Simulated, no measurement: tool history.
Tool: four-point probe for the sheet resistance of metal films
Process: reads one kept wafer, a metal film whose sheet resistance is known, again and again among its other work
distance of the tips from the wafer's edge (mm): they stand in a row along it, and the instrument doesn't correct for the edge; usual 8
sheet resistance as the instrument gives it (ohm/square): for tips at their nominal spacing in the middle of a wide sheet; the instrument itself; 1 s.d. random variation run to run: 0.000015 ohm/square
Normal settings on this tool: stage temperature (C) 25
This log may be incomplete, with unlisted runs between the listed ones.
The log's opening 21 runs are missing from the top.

run,hour,stage temperature (C),distance of the tips from the wafer's edge (mm),sheet resistance as the instrument gives it (ohm/square)
22,313.7,25,5,0.074025
23,330.2,26,8,0.073827
24,341.5,33,8,0.074231
25,353.3,30,4,0.074493
26,374.8,26,14,0.073747
27,393.6,28,7,0.074006
28,413.0,28,7,0.074024
29,425.3,29,20,0.073892
30,437.5,29,20,0.073914

Branching from run 30: 3 alternative next runs. What would each branch give?
A,453.2,27,20,?
B,453.2,32,74,?
C,453.2,25,43,?

run,sheet resistance as the instrument gives it (ohm/square)
A,0.073820
B,0.074047
C,0.073668
With no hidden state in the tool, these same runs would have given:
run,sheet resistance as the instrument gives it (ohm/square)
A,0.072762
B,0.072985
C,0.072613
